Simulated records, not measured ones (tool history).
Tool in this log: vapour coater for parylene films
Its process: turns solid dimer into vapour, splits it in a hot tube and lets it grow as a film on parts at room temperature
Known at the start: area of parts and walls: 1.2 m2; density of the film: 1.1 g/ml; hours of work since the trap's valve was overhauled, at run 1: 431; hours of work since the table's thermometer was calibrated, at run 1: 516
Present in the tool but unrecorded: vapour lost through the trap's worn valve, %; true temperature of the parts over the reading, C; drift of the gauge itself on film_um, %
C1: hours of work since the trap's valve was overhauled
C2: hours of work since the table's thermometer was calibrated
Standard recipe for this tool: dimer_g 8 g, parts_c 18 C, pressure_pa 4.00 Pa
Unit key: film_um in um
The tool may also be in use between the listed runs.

{"run": 1, "hour": 0.0, "dimer_g": 8, "parts_c": 18, "pressure_pa": 4.0, "C1": 431, "C2": 516, "film_um": 3.09}
{"run": 2, "hour": 40.5, "dimer_g": 8, "parts_c": 18, "pressure_pa": 4.0, "C1": 455, "C2": 540, "film_um": 3.07}
{"run": 3, "hour": 61.2, "dimer_g": 8, "parts_c": 18, "pressure_pa": 4.0, "C1": 467, "C2": 553, "film_um": 3.07}
{"run": 4, "hour": 100.4, "dimer_g": 8, "parts_c": 18, "pressure_pa": 4.0, "C1": 490, "C2": 576, "film_um": 3.1}
{"run": 5, "hour": 117.9, "dimer_g": 8, "parts_c": 18, "pressure_pa": 4.0, "C1": 501, "C2": 586, "film_um": 3.08}
{"run": 6, "hour": 136.6, "dimer_g": 8, "parts_c": 18, "pressure_pa": 4.0, "C1": 512, "C2": 597, "film_um": 3.1}
{"run": 7, "hour": 168.9, "dimer_g": 8, "parts_c": 28, "pressure_pa": 4.0, "C1": 531, "C2": 617, "film_um": 2.44}
{"run": 8, "hour": 207.8, "dimer_g": 5, "parts_c": 18, "pressure_pa": 4.0, "C1": 554, "C2": 640, "film_um": 1.93}
{"run": 9, "hour": 232.6, "dimer_g": 5, "parts_c": 18, "pressure_pa": 4.0, "C1": 569, "C2": 654, "film_um": 1.9}
{"run": 10, "hour": 250.9, "dimer_g": 8, "parts_c": 18, "pressure_pa": 4.0, "C1": 580, "C2": 665, "film_um": 3.09}
{"hour": 266.4, "done": "trap's valve overhauled"}
{"run": 11, "hour": 291.8, "dimer_g": 8, "parts_c": 18, "pressure_pa": 4.0, "C1": 15, "C2": 687, "film_um": 3.07}
{"run": 12, "hour": 309.4, "dimer_g": 8, "parts_c": 18, "pressure_pa": 4.0, "C1": 26, "C2": 698, "film_um": 3.12}
{"run": 13, "hour": 332.3, "dimer_g": 8, "parts_c": 18, "pressure_pa": 3.37, "C1": 39, "C2": 711, "film_um": 3.11}
{"run": 14, "hour": 350.2, "dimer_g": 8, "parts_c": 15, "pressure_pa": 4.0, "C1": 50, "C2": 722, "film_um": 3.37}
{"run": 15, "hour": 387.4, "dimer_g": 8, "parts_c": 18, "pressure_pa": 4.0, "C1": 72, "C2": 744, "film_um": 3.12}
{"run": 16, "hour": 422.8, "dimer_g": 8, "parts_c": 17, "pressure_pa": 4.0, "C1": 93, "C2": 765, "film_um": 3.2}
{"run": 17, "hour": 456.4, "dimer_g": 8, "parts_c": 17, "pressure_pa": 4.0, "C1": 113, "C2": 785, "film_um": 3.15}
{"run": 18, "hour": 474.1, "dimer_g": 8, "parts_c": 17, "pressure_pa": 4.0, "C1": 123, "C2": 795, "film_um": 3.15}
{"run": 19, "hour": 496.5, "dimer_g": 8, "parts_c": 17, "pressure_pa": 4.0, "C1": 136, "C2": 808, "film_um": 3.2}
{"run": 20, "hour": 530.2, "dimer_g": 8, "parts_c": 17, "pressure_pa": 4.0, "C1": 156, "C2": 828, "film_um": 3.21}
{"run": 21, "hour": 555.4, "dimer_g": 8, "parts_c": 17, "pressure_pa": 4.0, "C1": 171, "C2": 843, "film_um": 3.22}
{"run": 22, "hour": 586.0, "dimer_g": 8, "parts_c": 17, "pressure_pa": 4.0, "C1": 189, "C2": 861, "film_um": 3.17}
{"run": 23, "hour": 602.7, "dimer_g": 8, "parts_c": 17, "pressure_pa": 4.0, "C1": 199, "C2": 871, "film_um": 3.15}
{"run": 24, "hour": 621.7, "dimer_g": 4, "parts_c": 18, "pressure_pa": 10.41, "C1": 211, "C2": 883, "film_um": 1.47}
{"run": 25, "hour": 661.6, "dimer_g": 4, "parts_c": 18, "pressure_pa": 10.41, "C1": 234, "C2": 906, "film_um": 1.47}
{"run": 26, "hour": 678.3, "dimer_g": 4, "parts_c": 18, "pressure_pa": 10.41, "C1": 244, "C2": 916, "film_um": 1.48}
{"run": 27, "hour": 699.5, "dimer_g": 5, "parts_c": 11, "pressure_pa": 11.79, "C1": 257, "C2": 929, "film_um": 2.17}
{"run": 28, "hour": 728.6, "dimer_g": 5, "parts_c": 11, "pressure_pa": 11.79, "C1": 274, "C2": 946, "film_um": 2.17}
{"run": 29, "hour": 769.6, "dimer_g": 9, "parts_c": 18, "pressure_pa": 7.59, "C1": 298, "C2": 970, "film_um": 3.38}
{"run": 30, "hour": 800.2, "dimer_g": 9, "parts_c": 13, "pressure_pa": 7.59, "C1": 317, "C2": 989, "film_um": 3.78}
{"run": 31, "hour": 818.8, "dimer_g": 5, "parts_c": 14, "pressure_pa": 5.47, "C1": 328, "C2": 1000, "film_um": 2.11}
{"run": 32, "hour": 836.8, "dimer_g": 5, "parts_c": 17, "pressure_pa": 5.47, "C1": 338, "C2": 1010, "film_um": 1.92}
{"run": 33, "hour": 862.1, "dimer_g": 5, "parts_c": 17, "pressure_pa": 5.47, "C1": 353, "C2": 1025, "film_um": 1.96}
{"run": 34, "hour": 901.8, "dimer_g": 8, "parts_c": 16, "pressure_pa": 4.67, "C1": 377, "C2": 1049, "film_um": 3.2}
{"run": 35, "hour": 920.7, "dimer_g": 12, "parts_c": 15, "pressure_pa": 3.29, "C1": 388, "C2": 1060, "film_um": 5.16}
{"run": 36, "hour": 942.6, "dimer_g": 12, "parts_c": 14, "pressure_pa": 3.39, "C1": 401, "C2": 1073, "film_um": 5.12}
{"run": 37, "hour": 979.7, "dimer_g": 3, "parts_c": 18, "pressure_pa": 4.0, "C1": 423, "C2": 1095, "film_um": 1.16}
{"run": 38, "hour": 1004.7, "dimer_g": 12, "parts_c": 23, "pressure_pa": 3.72, "C1": 438, "C2": 1110, "film_um": 4.13}
{"run": 39, "hour": 1029.0, "dimer_g": 12, "parts_c": 20, "pressure_pa": 3.72, "C1": 452, "C2": 1124, "film_um": 4.4}
{"run": 40, "hour": 1064.5, "dimer_g": 8, "parts_c": 19, "pressure_pa": 3.21, "C1": 473, "C2": 1145, "film_um": 3.07}

Consider 5 possible next runs. They are alternatives, not a sequence: every one starts from the tool as it was left by run 40. What does each give?
{"run": "A", "hour": 1100.6, "dimer_g": 8, "parts_c": 14, "pressure_pa": 3.31, "C1": 495, "C2": 1167, "film_um": "?"}
{"run": "B", "hour": 1100.6, "dimer_g": 8, "parts_c": 19, "pressure_pa": 7.77, "C1": 495, "C2": 1167, "film_um": "?"}
{"run": "C", "hour": 1100.6, "dimer_g": 8, "parts_c": 16, "pressure_pa": 2.56, "C1": 495, "C2": 1167, "film_um": "?"}
{"run": "D", "hour": 1100.6, "dimer_g": 8, "parts_c": 10, "pressure_pa": 5.28, "C1": 495, "C2": 1167, "film_um": "?"}
{"run": "E", "hour": 1100.6, "dimer_g": 8, "parts_c": 17, "pressure_pa": 4.0, "C1": 495, "C2": 1167, "film_um": "?"}

run=A film_um=3.44
run=B film_um=2.95
run=C film_um=3.28
run=D film_um=3.65
run=E film_um=3.20
What these runs would have given with no unlogged condition in the tool:
run=A film_um=3.46
run=B film_um=2.97
run=C film_um=3.29
run=D film_um=3.67
run=E film_um=3.21
